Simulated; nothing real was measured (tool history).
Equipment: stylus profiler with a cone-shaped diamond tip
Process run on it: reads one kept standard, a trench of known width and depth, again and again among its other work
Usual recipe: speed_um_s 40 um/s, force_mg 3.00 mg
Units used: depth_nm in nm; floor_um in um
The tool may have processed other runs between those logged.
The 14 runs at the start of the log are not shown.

run	hour	speed_um_s	force_mg	depth_nm	floor_um
15	398.0	40	2.12	201.60	18.04
16	417.5	40	2.12	201.41	18.02
17	455.8	73	3.00	202.02	17.97
18	473.1	14	3.10	201.90	18.07
19	499.8	14	1.30	200.92	18.09
20	532.7	14	1.30	200.98	18.11
21	563.8	38	8.31	204.01	18.09
22	602.7	38	8.31	203.87	18.08
23	624.5	38	8.31	203.84	18.06
24	656.7	38	8.31	203.96	18.10
25	678.0	128	2.09	201.33	17.72
26	696.4	22	8.92	204.17	18.03
27	734.6	20	2.41	201.48	18.08
28	756.8	20	2.41	201.46	18.06
29	781.6	84	3.00	201.74	17.86
30	808.4	39	4.32	202.37	17.99
31	827.5	39	4.32	202.28	18.03
32	848.2	39	4.32	202.35	17.97
33	871.6	39	4.32	202.31	18.03
34	904.9	39	4.32	202.25	17.95

Here are 3 independent what-if runs from the current tool condition. What would each one return?
A	939.6	18	8.30	?	?
B	939.6	21	1.67	?	?
C	939.6	23	4.32	?	?

run	depth_nm	floor_um
A	203.69	18.03
B	201.13	18.06
C	202.40	18.02
Without the tool's hidden state the same runs would have given:
run	depth_nm	floor_um
A	204.03	18.20
B	201.47	18.23
C	202.74	18.19
